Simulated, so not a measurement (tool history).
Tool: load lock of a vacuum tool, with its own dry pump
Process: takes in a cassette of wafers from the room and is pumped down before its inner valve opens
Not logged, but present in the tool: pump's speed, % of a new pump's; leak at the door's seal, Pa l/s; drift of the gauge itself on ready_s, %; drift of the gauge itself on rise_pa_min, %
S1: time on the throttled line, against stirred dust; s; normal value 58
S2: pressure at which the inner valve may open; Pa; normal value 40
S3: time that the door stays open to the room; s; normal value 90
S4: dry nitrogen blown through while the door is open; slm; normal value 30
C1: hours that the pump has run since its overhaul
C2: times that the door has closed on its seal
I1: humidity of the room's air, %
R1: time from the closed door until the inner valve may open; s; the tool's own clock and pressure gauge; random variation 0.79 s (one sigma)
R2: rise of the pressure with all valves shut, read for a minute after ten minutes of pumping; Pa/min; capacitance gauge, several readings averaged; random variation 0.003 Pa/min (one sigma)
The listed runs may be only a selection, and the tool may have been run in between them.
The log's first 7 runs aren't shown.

{"run": 8, "day": 80.804, "S1": 59, "S2": 62, "S3": 90, "S4": 30, "C1": 4441, "C2": 19495, "I1": 44.0, "R1": 120.6, "R2": 0.133}
{"run": 9, "day": 91.688, "S1": 59, "S2": 62, "S3": 90, "S4": 30, "C1": 4702, "C2": 19758, "I1": 45.7, "R1": 120.7, "R2": 0.132}
{"run": 10, "day": 103.712, "S1": 59, "S2": 62, "S3": 90, "S4": 30, "C1": 4991, "C2": 20048, "I1": 46.2, "R1": 122.0, "R2": 0.134}
{"run": 11, "day": 116.0, "S1": 58, "S2": 40, "S3": 61, "S4": 30, "C1": 5285, "C2": 20344, "I1": 47.2, "R1": 124.1, "R2": 0.126}
{"run": 12, "day": 130.421, "S1": 58, "S2": 40, "S3": 90, "S4": 30, "C1": 5631, "C2": 20692, "I1": 45.7, "R1": 124.9, "R2": 0.137}
{"run": 13, "day": 150.783, "S1": 58, "S2": 40, "S3": 90, "S4": 30, "C1": 6120, "C2": 21183, "I1": 46.0, "R1": 125.3, "R2": 0.146}
{"run": 14, "day": 160.825, "S1": 58, "S2": 40, "S3": 90, "S4": 30, "C1": 6361, "C2": 21426, "I1": 44.7, "R1": 125.4, "R2": 0.144}
{"run": 15, "day": 181.529, "S1": 58, "S2": 40, "S3": 90, "S4": 30, "C1": 6858, "C2": 21925, "I1": 49.6, "R1": 125.3, "R2": 0.15}
{"run": 16, "day": 198.658, "S1": 58, "S2": 40, "S3": 90, "S4": 30, "C1": 7269, "C2": 22338, "I1": 44.5, "R1": 125.3, "R2": 0.144}
{"run": 17, "day": 219.025, "S1": 58, "S2": 56, "S3": 90, "S4": 30, "C1": 7758, "C2": 22830, "I1": 44.2, "R1": 122.3, "R2": 0.154}
{"run": 18, "day": 230.85, "S1": 58, "S2": 56, "S3": 90, "S4": 30, "C1": 8042, "C2": 23115, "I1": 44.6, "R1": 121.3, "R2": 0.154}
{"run": 19, "day": 243.079, "S1": 58, "S2": 56, "S3": 90, "S4": 30, "C1": 8335, "C2": 23410, "I1": 43.2, "R1": 121.7, "R2": 0.149}
{"run": 20, "day": 260.979, "S1": 58, "S2": 31, "S3": 197, "S4": 25, "C1": 8765, "C2": 23842, "I1": 48.9, "R1": 129.9, "R2": 0.206}
{"run": 21, "day": 272.821, "S1": 94, "S2": 64, "S3": 87, "S4": 25, "C1": 9049, "C2": 24127, "I1": 45.2, "R1": 146.8, "R2": 0.161}
{"run": 22, "day": 284.721, "S1": 94, "S2": 64, "S3": 87, "S4": 25, "C1": 9335, "C2": 24414, "I1": 47.1, "R1": 147.7, "R2": 0.17}
{"run": 23, "day": 301.608, "S1": 58, "S2": 40, "S3": 59, "S4": 30, "C1": 9740, "C2": 24822, "I1": 46.9, "R1": 129.3, "R2": 0.154}
{"run": 24, "day": 317.888, "S1": 58, "S2": 40, "S3": 59, "S4": 39, "C1": 10131, "C2": 25215, "I1": 43.6, "R1": 126.6, "R2": 0.154}
{"run": 25, "day": 329.5, "S1": 58, "S2": 40, "S3": 59, "S4": 4, "C1": 10409, "C2": 25495, "I1": 47.3, "R1": 128.1, "R2": 0.187}
{"run": 26, "day": 341.167, "S1": 70, "S2": 55, "S3": 59, "S4": 11, "C1": 10689, "C2": 25776, "I1": 42.6, "R1": 132.9, "R2": 0.174}
{"run": 27, "day": 359.225, "S1": 74, "S2": 34, "S3": 109, "S4": 37, "C1": 11123, "C2": 26212, "I1": 44.4, "R1": 141.9, "R2": 0.173}
{"run": 28, "day": 378.908, "S1": 99, "S2": 55, "S3": 51, "S4": 30, "C1": 11595, "C2": 26687, "I1": 43.5, "R1": 152.1, "R2": 0.163}
{"run": 29, "day": 393.675, "S1": 32, "S2": 55, "S3": 51, "S4": 21, "C1": 11950, "C2": 27043, "I1": 41.0, "R1": 107.2, "R2": 0.173}
{"run": 30, "day": 413.671, "S1": 58, "S2": 49, "S3": 39, "S4": 30, "C1": 12430, "C2": 27525, "I1": 49.8, "R1": 126.1, "R2": 0.16}

Predict the results of run 31:
{"run": 31, "day": 428.658, "S1": 101, "S2": 40, "S3": 90, "S4": 14, "C1": 12789, "C2": 27887, "I1": 44.2, "R1": "?", "R2": "?"}

{"run 31": {"R1": 159.1, "R2": 0.194}}
Were there no unlogged condition in the tool, this run, its random variation unchanged, would have produced R1 154.1 s, R2 0.058 Pa/min.
